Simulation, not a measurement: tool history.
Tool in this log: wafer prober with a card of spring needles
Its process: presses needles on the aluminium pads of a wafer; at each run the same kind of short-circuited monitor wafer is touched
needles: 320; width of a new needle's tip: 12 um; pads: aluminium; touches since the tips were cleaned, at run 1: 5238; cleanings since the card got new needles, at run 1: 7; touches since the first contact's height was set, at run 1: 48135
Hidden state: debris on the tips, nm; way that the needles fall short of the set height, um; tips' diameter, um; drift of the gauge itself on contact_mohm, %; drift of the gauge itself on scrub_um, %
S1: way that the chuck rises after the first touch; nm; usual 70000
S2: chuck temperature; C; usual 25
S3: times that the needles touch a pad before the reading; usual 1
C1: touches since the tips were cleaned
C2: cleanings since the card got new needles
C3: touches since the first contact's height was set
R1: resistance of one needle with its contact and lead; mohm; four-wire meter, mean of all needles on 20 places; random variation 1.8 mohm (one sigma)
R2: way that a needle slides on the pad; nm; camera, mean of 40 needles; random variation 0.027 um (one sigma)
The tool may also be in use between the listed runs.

Run 1, day 0: usual settings; C1 5238; C2 7; C3 48135. Result: R1 219 mohm, R2 17710 nm.
At day 0.104: tips cleaned on abrasive film.
Run 2, day 0.275: usual settings; C1 1258; C2 8; C3 50113. Result: R1 199 mohm, R2 17660 nm.
Run 3, day 0.579: usual settings; C1 3440; C2 8; C3 52295. Result: R1 214 mohm, R2 17700 nm.
Run 4, day 0.779: usual settings; C1 4909; C2 8; C3 53764. Result: R1 218 mohm, R2 17680 nm.
At day 0.908: tips cleaned on abrasive film.
Run 5, day 0.962: usual settings but S1 56000 nm; C1 393; C2 9; C3 55072. Result: R1 188 mohm, R2 14110 nm.
Run 6, day 1.196: usual settings; C1 2088; C2 9; C3 56767. Result: R1 202 mohm, R2 17660 nm.
Run 7, day 1.446: usual settings but S2 40 C; C1 3901; C2 9; C3 58580. Result: R1 217 mohm, R2 17670 nm.
At day 1.721: tips cleaned on abrasive film.
Run 8, day 1.729: usual settings but S2 40 C; C1 86; C2 10; C3 60608. Result: R1 189 mohm, R2 17610 nm.
Run 9, day 1.912: usual settings but S1 63000 nm, S2 43 C; C1 1391; C2 10; C3 61913. Result: R1 205 mohm, R2 15870 nm.
Run 10, day 2.154: usual settings but S1 63000 nm, S2 100 C, S3 2; C1 3166; C2 10; C3 63688. Result: R1 221 mohm, R2 15850 nm.
Run 11, day 2.417: usual settings but S1 63000 nm, S2 100 C, S3 2; C1 5055; C2 10; C3 65577. Result: R1 223 mohm, R2 15850 nm.
At day 2.533: tips cleaned on abrasive film.
Run 12, day 2.771: usual settings but S1 63000 nm, S2 100 C, S3 2; C1 1713; C2 11; C3 68128. Result: R1 208 mohm, R2 15810 nm.
Run 13, day 2.996: usual settings but S1 63000 nm, S3 2; C1 3343; C2 11; C3 69758. Result: R1 201 mohm, R2 15800 nm.
At day 3.354: tips cleaned on abrasive film.
Run 14, day 3.371: usual settings but S1 63000 nm, S3 2; C1 132; C2 12; C3 72448. Result: R1 186 mohm, R2 15810 nm.
Run 15, day 3.629: usual settings but S1 63000 nm, S3 2; C1 2001; C2 12; C3 74317. Result: R1 198 mohm, R2 15820 nm.

Forecast each of these 4 alternatives for the next run:
Run A, day 3.962: usual settings but S1 51000 nm, S2 29 C; C1 4429; C2 12; C3 76745. Result: R1 ?, R2 ?.
Run B, day 3.962: usual settings but S1 80000 nm, S2 86 C; C1 4429; C2 12; C3 76745. Result: R1 ?, R2 ?.
Run C, day 3.962: usual settings but S1 84000 nm, S2 62 C, S3 2; C1 4429; C2 12; C3 76745. Result: R1 ?, R2 ?.
Run D, day 3.962: usual settings but S1 59000 nm, S2 43 C, S3 2; C1 4429; C2 12; C3 76745. Result: R1 ?, R2 ?.

run   R1     R2
  A  232  12740
  B  223  20110
  C  208  21130
  D  208  14770
Without the tool's unlogged condition, the same runs would have read:
run   R1     R2
  A  183  13000
  B  193  20370
  C  190  21380
  D  186  15030
